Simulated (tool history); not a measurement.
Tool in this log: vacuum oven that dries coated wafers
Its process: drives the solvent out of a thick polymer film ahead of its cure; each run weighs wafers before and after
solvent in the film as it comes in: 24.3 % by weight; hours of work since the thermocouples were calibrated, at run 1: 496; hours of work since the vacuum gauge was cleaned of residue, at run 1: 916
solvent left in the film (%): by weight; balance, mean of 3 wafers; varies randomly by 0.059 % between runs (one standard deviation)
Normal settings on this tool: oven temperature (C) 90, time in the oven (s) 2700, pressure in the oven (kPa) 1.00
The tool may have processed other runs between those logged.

| run | day | oven temperature (C) | time in the oven (s) | pressure in the oven (kPa) | hours of work since the thermocouples were calibrated | hours of work since the vacuum gauge was cleaned of residue | solvent left in the film (%) |
|---|---|---|---|---|---|---|---|
| 1 | 0.000 | 90 | 2700 | 1.00 | 496 | 916 | 3.21 |
| 2 | 2.425 | 90 | 2700 | 1.00 | 539 | 958 | 3.16 |
| 3 | 3.738 | 90 | 2700 | 1.38 | 561 | 981 | 3.54 |
| 4 | 6.175 | 90 | 2700 | 1.00 | 604 | 1023 | 3.27 |
| 5 | 8.396 | 90 | 2700 | 1.00 | 643 | 1062 | 3.29 |
|  | 10.150 | oven's thermocouples calibrated |
| 6 | 10.392 | 90 | 2700 | 1.00 | 4 | 1095 | 3.28 |
| 7 | 12.196 | 90 | 2700 | 1.00 | 36 | 1127 | 3.29 |
| 8 | 13.821 | 90 | 2700 | 1.00 | 64 | 1155 | 3.15 |
| 9 | 15.950 | 90 | 2700 | 1.00 | 101 | 1192 | 3.27 |
| 10 | 17.175 | 90 | 2700 | 1.00 | 122 | 1213 | 3.13 |
| 11 | 18.583 | 90 | 2700 | 1.00 | 147 | 1238 | 3.29 |
| 12 | 19.792 | 90 | 2700 | 1.00 | 168 | 1259 | 3.18 |
| 13 | 22.154 | 90 | 2700 | 1.00 | 209 | 1300 | 3.17 |
| 14 | 24.533 | 90 | 2700 | 1.00 | 251 | 1341 | 3.26 |
| 15 | 26.117 | 90 | 2700 | 1.00 | 278 | 1369 | 3.17 |
| 16 | 28.325 | 90 | 2700 | 1.00 | 317 | 1407 | 3.17 |
| 17 | 30.708 | 90 | 2700 | 1.00 | 358 | 1449 | 3.36 |
| 18 | 32.183 | 90 | 2700 | 1.00 | 384 | 1475 | 3.34 |
| 19 | 33.933 | 90 | 2700 | 1.00 | 414 | 1505 | 3.28 |
| 20 | 35.104 | 77 | 2700 | 1.00 | 435 | 1526 | 7.64 |
| 21 | 36.417 | 77 | 2700 | 1.00 | 457 | 1548 | 7.82 |
| 22 | 37.604 | 90 | 2460 | 1.00 | 478 | 1569 | 3.75 |
| 23 | 39.267 | 77 | 4260 | 2.37 | 507 | 1598 | 6.31 |
| 24 | 41.417 | 96 | 3360 | 1.24 | 545 | 1635 | 1.39 |
| 25 | 43.838 | 96 | 3360 | 1.24 | 587 | 1678 | 1.45 |

The next listed run, before its measurement:
| 26 | 45.525 | 92 | 2220 | 1.24 | 616 | 1707 | ? |

Run 26 gave solvent left in the film (%) 3.87.
The same run, on a tool lacking any hidden state, would have yielded solvent left in the film (%) 3.84.
